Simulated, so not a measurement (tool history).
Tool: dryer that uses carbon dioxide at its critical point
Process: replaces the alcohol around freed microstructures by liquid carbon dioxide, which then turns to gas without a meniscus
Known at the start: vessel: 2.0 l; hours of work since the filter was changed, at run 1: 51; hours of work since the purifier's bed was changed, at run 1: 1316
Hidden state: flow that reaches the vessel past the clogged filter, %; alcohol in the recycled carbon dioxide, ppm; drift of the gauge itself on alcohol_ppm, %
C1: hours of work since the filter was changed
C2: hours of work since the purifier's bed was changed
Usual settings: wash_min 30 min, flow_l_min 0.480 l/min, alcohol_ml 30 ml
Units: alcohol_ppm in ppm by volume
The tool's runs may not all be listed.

Run 1, day 0.000: usual settings; C1 51; C2 1316. Result: alcohol_ppm 145 ppm by volume.
Run 2, day 2.225: usual settings; C1 93; C2 1358. Result: alcohol_ppm 144 ppm by volume.
Run 3, day 3.483: usual settings; C1 117; C2 1382. Result: alcohol_ppm 158 ppm by volume.
Run 4, day 4.683: usual settings; C1 140; C2 1405. Result: alcohol_ppm 175 ppm by volume.
Run 5, day 6.258: usual settings; C1 170; C2 1435. Result: alcohol_ppm 161 ppm by volume.
Run 6, day 7.325: usual settings; C1 190; C2 1455. Result: alcohol_ppm 172 ppm by volume.
At day 8.812: purifier's bed changed.
Run 7, day 9.367: usual settings; C1 226; C2 11. Result: alcohol_ppm 44 ppm by volume.
Run 8, day 10.471: usual settings; C1 247; C2 31. Result: alcohol_ppm 38 ppm by volume.
Run 9, day 11.562: usual settings; C1 268; C2 52. Result: alcohol_ppm 56 ppm by volume.
Run 10, day 12.575: usual settings but wash_min 33 min, flow_l_min 0.743 l/min, alcohol_ml 102 ml; C1 287; C2 71. Result: alcohol_ppm 11 ppm by volume.
Run 11, day 14.700: usual settings but wash_min 21 min, flow_l_min 0.307 l/min, alcohol_ml 82 ml; C1 328; C2 112. Result: alcohol_ppm 3234 ppm by volume.
Run 12, day 16.079: usual settings but wash_min 23 min, alcohol_ml 60 ml; C1 354; C2 138. Result: alcohol_ppm 399 ppm by volume.
Run 13, day 17.442: usual settings but wash_min 23 min, alcohol_ml 60 ml; C1 380; C2 164. Result: alcohol_ppm 413 ppm by volume.
Run 14, day 19.704: usual settings but wash_min 25 min, flow_l_min 0.581 l/min, alcohol_ml 47 ml; C1 423; C2 207. Result: alcohol_ppm 113 ppm by volume.
At day 20.225: inlet filter changed.
Run 15, day 22.008: usual settings but wash_min 47 min, flow_l_min 0.448 l/min, alcohol_ml 28 ml; C1 34; C2 250. Result: alcohol_ppm 36 ppm by volume.
Run 16, day 23.567: usual settings but wash_min 47 min, flow_l_min 0.448 l/min, alcohol_ml 28 ml; C1 64; C2 280. Result: alcohol_ppm 44 ppm by volume.
Run 17, day 25.308: usual settings but wash_min 47 min, flow_l_min 0.448 l/min, alcohol_ml 28 ml; C1 97; C2 313. Result: alcohol_ppm 36 ppm by volume.

Hidden state at the last listed run before each entry between runs and at the first one after, where it differs:
Between runs 6 and 7: purifier's bed changed (day 8.812)
  flow that reaches the vessel past the clogged filter, %: 94.4 -> 93.4; alcohol in the recycled carbon dioxide, ppm: 135.9 -> 6.9
  measured less the result without the state, alcohol_ppm: +142 -> +16 ppm by volume
Between runs 14 and 15: inlet filter changed (day 20.225)
  flow that reaches the vessel past the clogged filter, %: 88.4 -> 99; alcohol in the recycled carbon dioxide, ppm: 24.3 -> 28.1
  measured less the result without the state, alcohol_ppm: +63 -> +23 ppm by volume

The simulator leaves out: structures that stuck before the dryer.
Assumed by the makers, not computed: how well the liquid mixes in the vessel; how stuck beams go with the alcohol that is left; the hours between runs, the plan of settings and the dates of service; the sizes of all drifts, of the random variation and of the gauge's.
